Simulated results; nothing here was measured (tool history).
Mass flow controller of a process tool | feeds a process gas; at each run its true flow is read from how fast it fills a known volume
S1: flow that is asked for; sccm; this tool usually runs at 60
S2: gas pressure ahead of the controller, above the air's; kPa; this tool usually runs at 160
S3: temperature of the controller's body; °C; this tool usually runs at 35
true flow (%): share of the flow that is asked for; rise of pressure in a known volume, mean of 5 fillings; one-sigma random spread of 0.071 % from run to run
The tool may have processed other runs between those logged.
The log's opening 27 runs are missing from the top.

Run 28, hour 2629.2: usual settings but S1 80 sccm, S2 203 kPa, S3 34 °C. Result: true flow (%) 99.38.
Run 29, hour 2747.0: usual settings but S1 80 sccm, S2 175 kPa, S3 31 °C. Result: true flow (%) 98.78.
Run 30, hour 2846.6: usual settings but S1 80 sccm, S2 175 kPa, S3 31 °C. Result: true flow (%) 98.80.
Run 31, hour 2905.0: usual settings but S1 41 sccm, S2 175 kPa, S3 31 °C. Result: true flow (%) 98.40.
Run 32, hour 2969.4: usual settings but S1 41 sccm, S2 175 kPa, S3 31 °C. Result: true flow (%) 98.39.
Run 33, hour 3075.5: usual settings but S1 75 sccm, S2 201 kPa, S3 31 °C. Result: true flow (%) 98.64.
Run 34, hour 3194.1: usual settings but S1 18 sccm, S3 28 °C. Result: true flow (%) 97.63.
Run 35, hour 3258.4: usual settings but S1 68 sccm, S2 169 kPa, S3 21 °C. Result: true flow (%) 97.41.
At hour 3304.2: gauge calibrated.
Run 36, hour 3344.3: usual settings but S1 68 sccm, S2 169 kPa, S3 21 °C. Result: true flow (%) 99.06.
Run 37, hour 3406.1: usual settings but S1 11 sccm, S2 171 kPa, S3 34 °C. Result: true flow (%) 99.91.
Run 38, hour 3463.9: usual settings but S1 90 sccm, S2 224 kPa, S3 30 °C. Result: true flow (%) 100.32.
Run 39, hour 3584.2: usual settings but S1 34 sccm. Result: true flow (%) 100.19.
Run 40, hour 3719.1: usual settings but S2 273 kPa. Result: true flow (%) 100.70.
Run 41, hour 3833.4: usual settings but S2 247 kPa. Result: true flow (%) 100.50.
Run 42, hour 3919.2: usual settings but S1 82 sccm, S2 193 kPa, S3 20 °C. Result: true flow (%) 99.02.
Run 43, hour 4053.2: usual settings but S1 82 sccm, S2 193 kPa, S3 20 °C. Result: true flow (%) 98.97.
Run 44, hour 4161.3: usual settings but S1 82 sccm, S2 193 kPa, S3 20 °C. Result: true flow (%) 98.74.
Run 45, hour 4218.0: usual settings but S1 82 sccm, S2 193 kPa, S3 20 °C. Result: true flow (%) 98.89.

Below are 3 alternative next runs, each starting from the tool's condition after run 45. Predict each:
Run A, hour 4334.9: usual settings but S1 50 sccm, S2 197 kPa, S3 33 °C. Result: true flow (%) ?.
Run B, hour 4334.9: usual settings but S2 238 kPa. Result: true flow (%) ?.
Run C, hour 4334.9: usual settings but S1 58 sccm, S2 201 kPa. Result: true flow (%) ?.

run  true flow (%)
  A          99.72
  B         100.04
  C          99.97
Without the tool's unlogged condition, the same runs would have read:
run  true flow (%)
  A         100.30
  B         100.62
  C         100.55
